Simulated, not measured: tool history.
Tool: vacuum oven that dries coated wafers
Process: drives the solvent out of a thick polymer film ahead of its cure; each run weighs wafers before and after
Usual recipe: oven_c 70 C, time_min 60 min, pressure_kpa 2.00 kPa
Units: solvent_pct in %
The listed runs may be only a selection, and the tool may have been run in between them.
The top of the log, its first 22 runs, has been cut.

| run | hour | oven_c | time_min | pressure_kpa | hours of work since the thermocouples were calibrated | hours of work since the vacuum gauge was cleaned of residue | solvent_pct |
|---|---|---|---|---|---|---|---|
| 23 | 238.5 | 70 | 60 | 2.17 | 405 | 285 | 2.10 |
| 24 | 247.4 | 57 | 63 | 2.00 | 409 | 288 | 6.28 |
| 25 | 261.0 | 57 | 82 | 2.00 | 415 | 294 | 5.40 |
| 26 | 267.6 | 83 | 48 | 1.54 | 417 | 297 | 0.50 |
| 27 | 281.4 | 63 | 35 | 2.00 | 423 | 303 | 6.34 |
| 28 | 292.6 | 63 | 83 | 2.00 | 428 | 308 | 3.11 |
| 29 | 304.8 | 76 | 60 | 2.00 | 433 | 313 | 1.01 |
| 30 | 312.2 | 76 | 60 | 2.00 | 437 | 316 | 0.93 |
| 31 | 322.5 | 76 | 60 | 2.00 | 441 | 321 | 0.93 |
| 32 | 333.3 | 69 | 41 | 1.01 | 446 | 325 | 3.14 |
| 33 | 345.2 | 80 | 42 | 1.34 | 451 | 331 | 0.73 |
| 34 | 355.4 | 78 | 42 | 4.75 | 455 | 335 | 2.08 |

Each row is a separate what-if for the run after 34, all from the same tool condition, not one after another. Results?
| A | 368.4 | 61 | 51 | 2.00 | 461 | 341 | ? |
| B | 368.4 | 73 | 53 | 5.26 | 461 | 341 | ? |
| C | 368.4 | 80 | 79 | 1.11 | 461 | 341 | ? |
| D | 368.4 | 66 | 42 | 1.88 | 461 | 341 | ? |

| run | solvent_pct |
|---|---|
| A | 5.74 |
| B | 2.79 |
| C | 0.30 |
| D | 4.48 |
Take away the tool's hidden state, keep each run's random variation, and the runs would have read:
| run | solvent_pct |
|---|---|
| A | 5.75 |
| B | 2.79 |
| C | 0.30 |
| D | 4.49 |
